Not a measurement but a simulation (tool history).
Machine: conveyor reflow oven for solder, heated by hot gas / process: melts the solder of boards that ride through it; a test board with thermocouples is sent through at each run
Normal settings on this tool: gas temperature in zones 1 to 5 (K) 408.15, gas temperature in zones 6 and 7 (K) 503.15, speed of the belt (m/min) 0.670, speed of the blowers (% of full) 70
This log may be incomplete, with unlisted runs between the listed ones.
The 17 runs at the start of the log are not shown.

run    hour  gas temperature in zones 1 to 5 (K)  gas temperature in zones 6 and 7 (K)  speed of the belt (m/min)  speed of the blowers (% of full)  highest temperature of the board (K)  time above the solder's melting point (s)
     1104.9  -- belt drive overhauled, speed set with a stopwatch
 18  1156.9                               420.15                                507.15                      0.589                                57                                492.35                                       67.4
 19  1249.1                               420.15                                507.15                      0.589                                57                                492.75                                       67.8
     1285.8  -- belt drive overhauled, speed set with a stopwatch, once more
 20  1311.6                               408.15                                493.15                      0.670                                71                                477.45                                       40.6
 21  1397.3                               408.15                                493.15                      0.621                                54                                473.65                                       39.5
 22  1451.6                               408.15                                503.15                      0.693                                61                                481.75                                       41.8
 23  1533.0                               401.15                                503.15                      0.693                                64                                480.35                                       39.3
 24  1621.6                               397.15                                503.15                      0.670                                50                                474.95                                       33.3
 25  1694.0                               397.15                                491.15                      0.623                                50                                467.55                                       25.4
     1705.3  -- flux residue cleaned out of gas plates and filters
 26  1773.8                               415.15                                501.15                      0.657                                50                                481.45                                       45.9
 27  1842.6                               408.15                                503.15                      0.638                                70                                487.65                                       54.6
     1897.0  -- thermocouples of zones 6 and 7 changed
 28  1945.0                               413.15                                494.15                      0.670                                65                                478.95                                       45.5

Estimate the outcome of run 29 from the log above:
 29  2023.3                               413.15                                494.15                      0.670                                65                                     ?                                          ?

Run 29 yielded highest temperature of the board (K) 478.95, time above the solder's melting point (s) 44.7.
Take away the tool's hidden state, keep the run-to-run variation as it was, and the same run would have given highest temperature of the board (K) 479.85, time above the solder's melting point (s) 45.9.
